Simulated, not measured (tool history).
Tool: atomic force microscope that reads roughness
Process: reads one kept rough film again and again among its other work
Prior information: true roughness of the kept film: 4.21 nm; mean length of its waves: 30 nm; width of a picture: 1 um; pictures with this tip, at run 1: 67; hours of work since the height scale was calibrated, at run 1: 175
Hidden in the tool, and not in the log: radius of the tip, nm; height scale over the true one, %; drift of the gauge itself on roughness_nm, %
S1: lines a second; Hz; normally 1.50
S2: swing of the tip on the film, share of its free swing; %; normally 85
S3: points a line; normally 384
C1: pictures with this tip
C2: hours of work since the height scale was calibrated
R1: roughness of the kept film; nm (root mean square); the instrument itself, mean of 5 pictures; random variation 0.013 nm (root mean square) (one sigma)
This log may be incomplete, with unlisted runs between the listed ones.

run   hour    S1  S2   S3   C1   C2     R1
  1    0.0  1.50  85  384   67  175  3.168
  2    5.9  1.50  85  384   76  178  3.139
  3   11.8  1.50  85  384   85  182  3.143
  4   16.4  1.50  85  384   92  184  3.142
  5   20.5  1.50  85  384   99  187  3.146
  6   25.9  1.50  85  384  107  190  3.165
  7   35.8  1.50  85  384  123  195  3.130
  8   42.1  1.50  74  384  133  199  3.302
  9   50.8  1.50  74  384  146  204  3.292
 10   55.9  1.50  74  384  154  207  3.301
 11   65.7  1.50  66  384  169  212  3.377
 12   75.0  1.50  73  384  184  218  3.282
 13   80.6  1.50  74  384  192  221  3.287
 14   86.6  1.50  65  384  202  224  3.393
 15   94.1  1.50  85  384  213  228  3.153
 16  101.0  1.50  85  384  224  232  3.115
 17  105.3  1.50  85  457  231  235  3.150
 18  115.2  1.34  72  352  246  240  3.343
 19  121.2  0.68  66  330  255  244  3.435
 20  125.5  1.31  69  384  262  246  3.393
 21  130.5  1.50  84  275  270  249  3.144
 22  135.2  1.50  84  495  277  252  3.163
 23  144.3  1.25  84  495  291  257  3.210
 24  149.9  1.25  84  495  300  260  3.210
 25  154.3  1.25  84  495  307  263  3.228
 26  162.7  1.25  84  495  320  267  3.208
 27  170.8  1.25  84  495  332  272  3.211
 28  175.2  1.25  84  495  339  274  3.233
 29  180.1  2.90  89  425  347  277  2.763
     181.7  -- new tip fitted
 30  186.2  1.20  71  384    7  280  3.379
 31  196.2  1.20  71  384   22  286  3.376
 32  203.8  1.20  71  384   34  290  3.355
 33  208.8  3.77  88  292   42  293  2.608
 34  215.3  0.88  85  315   52  297  3.273

How the hidden state differs across the entries between the runs, from the last listed run before each to the first after it:
Runs 29 to 30: new tip fitted (hour 181.7)
  radius of the tip, nm: 10.2 -> 10
